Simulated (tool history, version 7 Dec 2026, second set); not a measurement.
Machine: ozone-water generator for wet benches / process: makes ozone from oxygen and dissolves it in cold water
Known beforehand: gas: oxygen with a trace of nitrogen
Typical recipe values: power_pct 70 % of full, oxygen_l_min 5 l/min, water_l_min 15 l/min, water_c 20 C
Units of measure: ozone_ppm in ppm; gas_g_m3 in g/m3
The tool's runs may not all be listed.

run,hour,power_pct,oxygen_l_min,water_l_min,water_c,ozone_ppm,gas_g_m3
1,0,70,5,15,20,18.1,160.3
2,34.4,70,5,15,20,17.7,160
3,55.4,70,5,15,20,17.9,157.8
4,70.2,70,5,15,20,17.9,158.9
5,103.6,70,5,15,20,17.9,159.5
6,118.3,70,3.65,15,20,17.2,182.4
7,150,70,3.65,15,20,17.2,182.2
8,185.5,70,5,15,28,15.5,158.3
9,210.3,70,5,15,22,16.9,157.8
10,226.6,70,5,15,20,17.6,157.6
11,251.2,70,5,15,20,18,158.1
12,269.5,70,5,15,20,17.9,156.7
13,305.2,70,5,15,20,17.8,157.8
14,325.7,70,5,15,20,17.8,159
15,349,78,3.16,13,20,20,206.7
16,384.3,78,8.48,13,12,23.6,133.3
17,407.3,78,8.48,13,12,24,135.1
18,422.6,70,3.18,9,16,25.6,190.1
19,451.8,45,4.57,16,16,13.9,126.2
20,476.9,48,3.28,18,24,11.3,150.8
21,512.4,70,5,15,21,17.3,158.3
22,531.1,53,6.21,13,19,16.8,122.2
23,560.5,51,6.21,17,18,14,119.7
24,588.8,53,5.62,19,13,14.3,126.9
25,617,70,5,10,19,22.7,157.1

5 ways to go on from here, each from the tool as it stands after run 25. What would each give?
A,642.3,70,5,15,18,?,?
B,642.3,70,5,19,19,?,?
C,642.3,94,5,10,19,?,?
D,642.3,90,5,10,19,?,?
E,642.3,92,3.36,10,21,?,?

run,ozone_ppm,gas_g_m3
A,18.1,156.4
B,15.1,155.8
C,27.2,187.1
D,26.1,178.9
E,25.9,219.2
With the hidden condition removed and each run's random variation left untouched, the same runs would have given:
run,ozone_ppm,gas_g_m3
A,19.2,162.2
B,16,161.5
C,28.9,195.1
D,27.8,186.5
E,27.5,228.5
